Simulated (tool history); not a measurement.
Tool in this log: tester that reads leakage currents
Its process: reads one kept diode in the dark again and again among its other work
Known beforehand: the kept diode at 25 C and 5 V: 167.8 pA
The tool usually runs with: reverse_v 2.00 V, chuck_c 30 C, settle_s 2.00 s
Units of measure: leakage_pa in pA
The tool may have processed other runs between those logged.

{"run": 1, "hour": 0.0, "reverse_v": 2.0, "chuck_c": 30, "settle_s": 2.0, "leakage_pa": 169.45}
{"run": 2, "hour": 48.5, "reverse_v": 2.0, "chuck_c": 30, "settle_s": 2.0, "leakage_pa": 169.13}
{"run": 3, "hour": 108.2, "reverse_v": 2.0, "chuck_c": 30, "settle_s": 2.0, "leakage_pa": 167.61}
{"run": 4, "hour": 211.0, "reverse_v": 2.0, "chuck_c": 60, "settle_s": 2.0, "leakage_pa": 1416.11}
{"run": 5, "hour": 282.0, "reverse_v": 2.0, "chuck_c": 60, "settle_s": 2.0, "leakage_pa": 1408.5}
{"run": 6, "hour": 336.8, "reverse_v": 2.0, "chuck_c": 60, "settle_s": 2.0, "leakage_pa": 1404.05}
{"run": 7, "hour": 386.6, "reverse_v": 2.0, "chuck_c": 45, "settle_s": 2.0, "leakage_pa": 504.7}
{"run": 8, "hour": 489.3, "reverse_v": 2.0, "chuck_c": 30, "settle_s": 2.0, "leakage_pa": 164.34}
{"run": 9, "hour": 548.9, "reverse_v": 2.0, "chuck_c": 30, "settle_s": 2.0, "leakage_pa": 163.48}
{"run": 10, "hour": 603.2, "reverse_v": 2.0, "chuck_c": 30, "settle_s": 2.0, "leakage_pa": 163.22}
{"run": 11, "hour": 693.4, "reverse_v": 2.0, "chuck_c": 29, "settle_s": 2.0, "leakage_pa": 150.13}
{"run": 12, "hour": 793.3, "reverse_v": 2.0, "chuck_c": 30, "settle_s": 0.69, "leakage_pa": 161.25}
{"run": 13, "hour": 863.9, "reverse_v": 3.58, "chuck_c": 22, "settle_s": 9.28, "leakage_pa": 110.88}
{"run": 14, "hour": 950.7, "reverse_v": 1.22, "chuck_c": 22, "settle_s": 0.75, "leakage_pa": 67.95}
{"run": 15, "hour": 1045.4, "reverse_v": 6.79, "chuck_c": 22, "settle_s": 1.04, "leakage_pa": 149.07}
{"run": 16, "hour": 1133.9, "reverse_v": 6.79, "chuck_c": 22, "settle_s": 1.04, "leakage_pa": 148.62}
{"run": 17, "hour": 1201.5, "reverse_v": 2.0, "chuck_c": 30, "settle_s": 1.62, "leakage_pa": 157.16}
{"run": 18, "hour": 1266.2, "reverse_v": 1.5, "chuck_c": 21, "settle_s": 7.58, "leakage_pa": 66.75}
{"run": 19, "hour": 1352.6, "reverse_v": 9.7, "chuck_c": 51, "settle_s": 4.52, "leakage_pa": 1434.67}

Branching from run 19: 5 alternative next runs. What would each branch give?
{"run": "A", "hour": 1394.9, "reverse_v": 4.82, "chuck_c": 51, "settle_s": 4.42, "leakage_pa": "?"}
{"run": "B", "hour": 1394.9, "reverse_v": 13.15, "chuck_c": 49, "settle_s": 4.52, "leakage_pa": "?"}
{"run": "C", "hour": 1394.9, "reverse_v": 1.36, "chuck_c": 51, "settle_s": 4.52, "leakage_pa": "?"}
{"run": "D", "hour": 1394.9, "reverse_v": 3.38, "chuck_c": 41, "settle_s": 8.68, "leakage_pa": "?"}
{"run": "E", "hour": 1394.9, "reverse_v": 9.7, "chuck_c": 51, "settle_s": 0.4, "leakage_pa": "?"}

run=A leakage_pa=1049.97
run=B leakage_pa=1425.09
run=C leakage_pa=606.39
run=D leakage_pa=445.06
run=E leakage_pa=1427.36
With no hidden state in the tool, these same runs would have given:
run=A leakage_pa=1147.61
run=B leakage_pa=1547.96
run=C leakage_pa=665.28
run=D leakage_pa=487.35
run=E leakage_pa=1553.74

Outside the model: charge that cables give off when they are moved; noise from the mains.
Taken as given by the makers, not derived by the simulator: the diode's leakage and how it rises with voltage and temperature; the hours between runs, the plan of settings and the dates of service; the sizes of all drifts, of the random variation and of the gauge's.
